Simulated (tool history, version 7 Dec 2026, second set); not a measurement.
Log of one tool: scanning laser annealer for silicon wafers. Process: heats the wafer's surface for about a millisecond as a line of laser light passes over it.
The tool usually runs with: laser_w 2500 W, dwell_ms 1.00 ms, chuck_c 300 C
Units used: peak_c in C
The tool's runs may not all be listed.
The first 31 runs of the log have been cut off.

{"run": 32, "hour": 485.5, "laser_w": 2145, "dwell_ms": 0.83, "chuck_c": 300, "peak_c": 885}
{"run": 33, "hour": 504.5, "laser_w": 2500, "dwell_ms": 0.81, "chuck_c": 296, "peak_c": 980}
{"run": 34, "hour": 516.3, "laser_w": 2500, "dwell_ms": 0.81, "chuck_c": 296, "peak_c": 979}
{"run": 35, "hour": 537.4, "laser_w": 2173, "dwell_ms": 0.81, "chuck_c": 296, "peak_c": 882}
{"run": 36, "hour": 547.6, "laser_w": 2173, "dwell_ms": 0.81, "chuck_c": 296, "peak_c": 879}
{"run": 37, "hour": 564.3, "laser_w": 2329, "dwell_ms": 0.95, "chuck_c": 284, "peak_c": 966}
{"run": 38, "hour": 579.6, "laser_w": 2653, "dwell_ms": 1.12, "chuck_c": 300, "peak_c": 1151}
{"run": 39, "hour": 591.9, "laser_w": 2653, "dwell_ms": 1.12, "chuck_c": 300, "peak_c": 1157}

Here are 3 independent what-if runs from the current tool condition. What would each one return?
{"run": "A", "hour": 606.6, "laser_w": 2653, "dwell_ms": 0.75, "chuck_c": 300, "peak_c": "?"}
{"run": "B", "hour": 606.6, "laser_w": 2427, "dwell_ms": 1.0, "chuck_c": 300, "peak_c": "?"}
{"run": "C", "hour": 606.6, "laser_w": 2168, "dwell_ms": 0.92, "chuck_c": 320, "peak_c": "?"}

run=A peak_c=1000
run=B peak_c=1028
run=C peak_c=933
Take away the tool's hidden state, keep each run's random variation, and the runs would have read:
run=A peak_c=1049
run=B peak_c=1079
run=C peak_c=976
